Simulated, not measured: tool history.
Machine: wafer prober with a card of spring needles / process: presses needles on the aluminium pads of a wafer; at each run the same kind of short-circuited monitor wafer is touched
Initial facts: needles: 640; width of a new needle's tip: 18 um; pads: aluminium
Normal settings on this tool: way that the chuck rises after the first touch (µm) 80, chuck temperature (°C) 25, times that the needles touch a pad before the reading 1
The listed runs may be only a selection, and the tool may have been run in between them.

run   hour  way that the chuck rises after the first touch (µm)  chuck temperature (°C)  times that the needles touch a pad before the reading  resistance of one needle with its contact and lead (mohm)  way that a needle slides on the pad (µm)
  1    0.0                                                   80                      25                                                      1                                                        145                                     20.77
      10.5  -- tips cleaned on abrasive film
      21.0  -- tips cleaned on abrasive film
  2   27.0                                                   80                      50                                                      1                                                        164                                     20.56
      32.2  -- tips cleaned on abrasive film
      42.7  -- tips cleaned on abrasive film
      53.2  -- tips cleaned on abrasive film
      66.3  -- tips cleaned on abrasive film
      76.8  -- tips cleaned on abrasive film
      89.9  -- tips cleaned on abrasive film
  3   90.8                                                   80                      50                                                      1                                                        147                                     20.49
     101.3  -- tips cleaned on abrasive film
     111.7  -- tips cleaned on abrasive film
     122.2  -- tips cleaned on abrasive film
  4  130.4                                                   80                      50                                                      1                                                        173                                     20.48
     133.1  -- tips cleaned on abrasive film
     143.6  -- tips cleaned on abrasive film
     156.7  -- tips cleaned on abrasive film
  5  158.8                                                   80                      50                                                      1                                                        159                                     20.44
     169.3  -- tips cleaned on abrasive film
     179.8  -- tips cleaned on abrasive film
     192.9  -- tips cleaned on abrasive film
  6  201.3                                                   80                      25                                                      1                                                        167                                     20.33
     204.0  -- tips cleaned on abrasive film
     217.0  -- tips cleaned on abrasive film
     227.5  -- tips cleaned on abrasive film
  7  229.8                                                   80                      25                                                      1                                                        151                                     20.13
     240.3  -- tips cleaned on abrasive film
     250.8  -- tips cleaned on abrasive film
     261.3  -- tips cleaned on abrasive film
     274.4  -- tips cleaned on abrasive film
  8  275.6                                                   80                      25                                                      1                                                        145                                     19.98
     286.1  -- tips cleaned on abrasive film
     291.6  -- height of the first contact set anew
     296.9  -- tips cleaned on abrasive film
  9  305.0                                                   80                      25                                                      1                                                        166                                     20.73
     307.7  -- tips cleaned on abrasive film
     320.8  -- tips cleaned on abrasive film
     333.9  -- tips cleaned on abrasive film
     344.4  -- tips cleaned on abrasive film
     354.9  -- tips cleaned on abrasive film
 10  363.9                                                   80                      30                                                      2                                                        156                                     20.74
     366.6  -- tips cleaned on abrasive film
     377.1  -- tips cleaned on abrasive film
     387.5  -- tips cleaned on abrasive film
     400.6  -- tips cleaned on abrasive film
 11  403.9                                                   98                      30                                                      1                                                        149                                     25.33
     411.8  -- tips cleaned on abrasive film
     424.9  -- tips cleaned on abrasive film
     437.9  -- tips cleaned on abrasive film
     448.4  -- tips cleaned on abrasive film
     458.9  -- tips cleaned on abrasive film
 12  463.5                                                   68                      80                                                      1                                                        181                                     17.24
     471.4  -- tips cleaned on abrasive film
     481.9  -- tips cleaned on abrasive film
     492.4  -- tips cleaned on abrasive film
     505.5  -- tips cleaned on abrasive film
     515.9  -- tips cleaned on abrasive film
 13  524.4                                                   68                      80                                                      1                                                        195                                     17.21
     527.1  -- tips cleaned on abrasive film
     537.6  -- tips cleaned on abrasive film
     550.7  -- tips cleaned on abrasive film
     561.2  -- tips cleaned on abrasive film
 14  569.9                                                   98                      26                                                      2                                                        149                                     24.98
     572.6  -- tips cleaned on abrasive film
     583.0  -- tips cleaned on abrasive film
     593.5  -- tips cleaned on abrasive film
 15  598.0                                                   63                      73                                                      3                                                        164                                     15.64
     605.9  -- tips cleaned on abrasive film
     618.9  -- tips cleaned on abrasive film
     632.0  -- tips cleaned on abrasive film
 16  637.5                                                   80                      25                                                      2                                                        155                                     20.17
     642.8  -- tips cleaned on abrasive film
     653.3  -- tips cleaned on abrasive film
     656.2  -- height of the first contact set anew
     666.6  -- tips cleaned on abrasive film
     679.7  -- tips cleaned on abrasive film
 17  687.0                                                   80                      25                                                      2                                                        157                                     20.75
     692.3  -- tips cleaned on abrasive film
     705.4  -- tips cleaned on abrasive film
     715.9  -- tips cleaned on abrasive film
     728.9  -- tips cleaned on abrasive film
 18  733.2                                                   80                      25                                                      2                                                        156                                     20.46

What would each run have given without the hidden state, its run-to-run variation left as it was?
What the log doesn't record here: debris on the tips, nm; way that the needles fall short of the set height, um; tips' diameter, um; drift of the gauge itself on contact_mohm, %; drift of the gauge itself on scrub_um, %.
run  resistance of one needle with its contact and lead (mohm)  way that a needle slides on the pad (µm)
  1                                                        137                                     20.92
  2                                                        144                                     20.76
  3                                                        138                                     20.82
  4                                                        142                                     20.88
  5                                                        145                                     20.90
  6                                                        135                                     20.85
  7                                                        138                                     20.73
  8                                                        137                                     20.67
  9                                                        135                                     20.75
 10                                                        138                                     20.87
 11                                                        137                                     25.55
 12                                                        149                                     17.60
 13                                                        151                                     17.70
 14                                                        134                                     25.54
 15                                                        151                                     16.27
 16                                                        139                                     20.87
 17                                                        137                                     20.81
 18                                                        140                                     20.62

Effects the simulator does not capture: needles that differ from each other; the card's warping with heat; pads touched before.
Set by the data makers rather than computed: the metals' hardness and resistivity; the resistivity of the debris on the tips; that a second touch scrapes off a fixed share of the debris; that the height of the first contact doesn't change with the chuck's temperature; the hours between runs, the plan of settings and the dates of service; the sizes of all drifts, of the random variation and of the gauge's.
